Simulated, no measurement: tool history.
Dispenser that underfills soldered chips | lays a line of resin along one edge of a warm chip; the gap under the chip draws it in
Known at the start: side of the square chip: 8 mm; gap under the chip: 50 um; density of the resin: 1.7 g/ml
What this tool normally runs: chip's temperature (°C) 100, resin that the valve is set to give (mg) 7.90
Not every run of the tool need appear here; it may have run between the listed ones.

run,day,chip's temperature (°C),resin that the valve is set to give (mg),time until the resin shows at the far edge (s),resin that the valve gave (mg)
1,0.000,100,7.90,85.2,7.72
2,0.258,100,7.90,99.8,7.72
# day 0.479: new syringe of resin
3,0.658,115,7.90,43.4,7.56
4,0.900,100,7.90,98.3,7.51
5,1.150,107,7.90,86.0,7.53
# day 1.192: new syringe of resin
6,1.529,107,7.90,64.7,7.52
7,1.871,107,7.90,85.2,7.46
# day 1.921: new syringe of resin
8,2.212,107,7.90,66.2,7.42
# day 2.433: dispensing valve cleaned and set on the balance
9,2.433,107,7.90,74.0,7.93
# day 2.683: new syringe of resin
10,2.821,107,7.90,56.7,7.91
11,3.067,107,7.90,65.4,7.78
12,3.338,114,7.63,62.1,7.49
# day 3.404: new syringe of resin
13,3.758,100,6.77,95.9,6.69
# day 4.133: new syringe of resin
14,4.158,92,7.00,105.8,6.82
15,4.429,111,9.38,52.3,9.10
16,4.629,111,9.38,59.2,9.00
# day 4.862: new syringe of resin
17,4.917,111,9.38,43.4,9.00
18,5.121,111,9.38,50.6,9.01
19,5.417,100,7.56,107.5,7.19
# day 5.571: new syringe of resin
20,5.792,104,8.56,67.5,8.11
21,6.100,104,8.56,84.6,8.05
# day 6.275: new syringe of resin
22,6.492,100,8.54,79.0,7.95

Branching from run 22: 5 alternative next runs. What would each branch give?
A,6.871,100,7.02,?,?
B,6.871,100,7.87,?,?
C,6.871,98,7.90,?,?
D,6.871,97,8.54,?,?
E,6.871,96,8.54,?,?

run,time until the resin shows at the far edge (s),resin that the valve gave (mg)
A,114.5,6.56
B,105.5,7.29
C,117.2,7.39
D,118.0,7.95
E,125.3,7.91
Without the tool's hidden state the same runs would have given:
run,time until the resin shows at the far edge (s),resin that the valve gave (mg)
A,79.5,7.05
B,73.7,7.84
C,82.1,7.94
D,83.1,8.55
E,88.2,8.50
